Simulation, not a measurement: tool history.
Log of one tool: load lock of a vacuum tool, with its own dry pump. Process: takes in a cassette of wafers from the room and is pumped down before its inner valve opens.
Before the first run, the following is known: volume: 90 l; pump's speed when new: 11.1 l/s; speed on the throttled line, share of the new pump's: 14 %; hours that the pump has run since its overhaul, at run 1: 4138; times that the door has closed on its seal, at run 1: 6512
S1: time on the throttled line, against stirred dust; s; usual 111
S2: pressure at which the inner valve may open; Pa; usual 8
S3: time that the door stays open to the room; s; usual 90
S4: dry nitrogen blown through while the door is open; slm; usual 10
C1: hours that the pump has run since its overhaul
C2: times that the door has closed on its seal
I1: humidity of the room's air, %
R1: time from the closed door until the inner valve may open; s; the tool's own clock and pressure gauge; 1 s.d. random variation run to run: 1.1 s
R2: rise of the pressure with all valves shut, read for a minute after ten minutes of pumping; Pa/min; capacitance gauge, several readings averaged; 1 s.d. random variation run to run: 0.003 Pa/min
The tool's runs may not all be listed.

run,day,S1,S2,S3,S4,C1,C2,I1,R1,R2
1,0.000,111,8,90,10,4138,6512,43.6,172.3,0.028
2,11.858,111,8,90,10,4423,7554,43.6,170.1,0.030
3,21.796,111,8,90,4,4661,8426,42.2,171.9,0.041
4,28.800,111,8,90,4,4829,9041,44.3,173.6,0.042
5,39.338,111,8,90,4,5082,9966,47.4,171.3,0.044
6,45.304,111,8,90,4,5225,10490,45.5,171.6,0.047
7,54.600,140,8,90,4,5448,11306,45.0,196.0,0.041
8,63.617,140,8,90,4,5665,12097,45.5,196.3,0.040
9,71.271,140,8,90,4,5849,12769,46.1,196.1,0.043
10,78.854,111,8,90,10,6031,13435,48.0,170.7,0.034
11,90.004,111,8,90,17,6298,14414,44.0,171.2,0.025
12,99.108,111,8,90,17,6517,15213,47.9,173.6,0.021
13,104.521,111,8,90,17,6647,15689,46.3,171.8,0.024
14,116.542,111,8,90,10,6935,16744,45.6,173.7,0.038
15,121.683,111,8,90,10,7058,17195,44.5,172.0,0.024
16,127.383,219,6,37,20,7195,17696,44.2,266.2,0.010
17,138.496,219,6,37,20,7462,18671,49.1,267.4,0.018
18,144.871,66,6,48,20,7615,19231,43.5,137.2,0.014
19,154.475,66,6,48,20,7846,20074,44.1,135.7,0.019
20,164.404,66,6,48,20,8084,20946,48.9,135.8,0.017
21,174.417,128,13,48,21,8324,21825,44.3,181.5,0.017
22,181.008,128,13,77,21,8482,22404,44.1,180.8,0.018
23,189.517,204,12,146,38,8686,23151,44.7,249.0,0.020
24,200.838,204,12,146,38,8958,24145,46.2,246.7,0.027
25,210.129,204,12,146,38,9181,24960,45.2,247.0,0.020
26,220.138,117,6,90,10,9421,25839,44.5,181.4,0.033
# day 227.858: door's seal changed, seat wiped
27,232.125,196,11,218,30,9708,374,46.3,244.3,0.027

Forecast each of these 3 alternatives for the next run:
A,240.354,111,8,90,27,9905,1096,41.5,?,?
B,240.354,161,11,218,7,9905,1096,44.1,?,?
C,240.354,111,14,90,10,9905,1096,44.7,?,?

run,R1,R2
A,171.6,0.012
B,208.7,0.054
C,167.9,0.029
Take away the tool's hidden state, keep each run's random variation, and the runs would have read:
run,R1,R2
A,171.6,0.012
B,208.7,0.054
C,167.8,0.029
